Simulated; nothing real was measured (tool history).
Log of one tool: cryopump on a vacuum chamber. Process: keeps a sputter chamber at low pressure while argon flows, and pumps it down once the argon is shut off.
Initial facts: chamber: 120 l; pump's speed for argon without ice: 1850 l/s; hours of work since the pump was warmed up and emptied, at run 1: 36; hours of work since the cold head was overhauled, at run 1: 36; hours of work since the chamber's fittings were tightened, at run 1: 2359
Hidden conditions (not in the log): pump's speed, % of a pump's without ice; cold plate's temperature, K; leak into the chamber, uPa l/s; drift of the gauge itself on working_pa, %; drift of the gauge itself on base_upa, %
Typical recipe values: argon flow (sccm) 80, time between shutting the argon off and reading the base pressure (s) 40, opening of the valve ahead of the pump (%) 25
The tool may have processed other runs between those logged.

run	hour	argon flow (sccm)	time between shutting the argon off and reading the base pressure (s)	opening of the valve ahead of the pump (%)	hours of work since the pump was warmed up and emptied	hours of work since the cold head was overhauled	hours of work since the chamber's fittings were tightened	pressure while argon flows (Pa)	pressure after the wait (uPa)
1	0.0	80	40	25	36	36	2359	0.2951	1.88
2	40.4	80	40	25	55	55	2378	0.2950	1.92
3	59.9	102	40	25	65	65	2388	0.3750	1.85
4	101.0	102	40	25	85	85	2407	0.3776	1.84
5	141.4	80	40	25	104	104	2427	0.2955	1.84
6	170.5	80	40	25	118	118	2441	0.2968	1.91
7	209.8	80	40	25	137	137	2460	0.2958	1.93
8	236.1	80	40	25	150	150	2473	0.2967	1.92
9	273.3	80	40	25	168	168	2490	0.2963	1.95
10	291.7	80	37	25	177	177	2499	0.2974	2.09
11	316.8	106	40	25	189	189	2511	0.3963	2.02
12	344.1	80	40	25	202	202	2525	0.2993	1.93
13	381.0	80	40	25	220	220	2542	0.2997	2.00
14	403.9	80	40	25	231	231	2553	0.2997	1.95
15	438.8	80	40	25	247	247	2570	0.2981	1.96
16	476.7	80	40	25	266	266	2588	0.3004	1.96
17	507.9	53	40	25	281	281	2603	0.2005	1.97
18	551.2	80	40	30	302	302	2624	0.2521	2.07
19	593.7	80	40	30	322	322	2645	0.2532	2.07
20	619.9	80	121	25	335	335	2657	0.3021	1.41
21	644.3	53	121	26	346	346	2669	0.1936	1.44
22	687.7	80	37	25	367	367	2690	0.3024	2.15
23	712.2	80	37	25	379	379	2702	0.3055	2.09
24	747.2	110	79	19	396	396	2719	0.5444	1.56
25	771.9	55	93	25	408	408	2731	0.2090	1.58
26	811.2	130	26	50	427	427	2750	0.2580	2.65
27	847.0	130	26	50	444	444	2767	0.2581	2.64
28	870.9	65	27	39	456	456	2778	0.1633	2.65
29	906.3	65	27	39	473	473	2795	0.1638	2.64
30	925.8	65	27	39	482	482	2805	0.1652	2.66
31	945.9	65	64	39	492	492	2815	0.1650	1.80
32	971.9	65	64	39	504	504	2827	0.1642	1.81
33	1008.2	65	64	39	522	522	2845	0.1667	1.92
# hour 1018.1: pump warmed up, emptied and cooled again
34	1035.0	80	93	38	8	532	2855	0.1913	1.45
35	1077.3	80	93	38	29	553	2875	0.1950	1.47

Here are 3 independent what-if runs from the current tool condition. What would each one return?
A	1097.9	157	40	25	38	563	2885	?	?
B	1097.9	80	270	23	38	563	2885	?	?
C	1097.9	134	90	27	38	563	2885	?	?

run	pressure while argon flows (Pa)	pressure after the wait (uPa)
A	0.5763	2.04
B	0.3207	1.23
C	0.4515	1.48
With the hidden condition removed and each run's random variation left untouched, the same runs would have given:
run	pressure while argon flows (Pa)	pressure after the wait (uPa)
A	0.5731	1.15
B	0.3190	0.32
C	0.4488	0.59
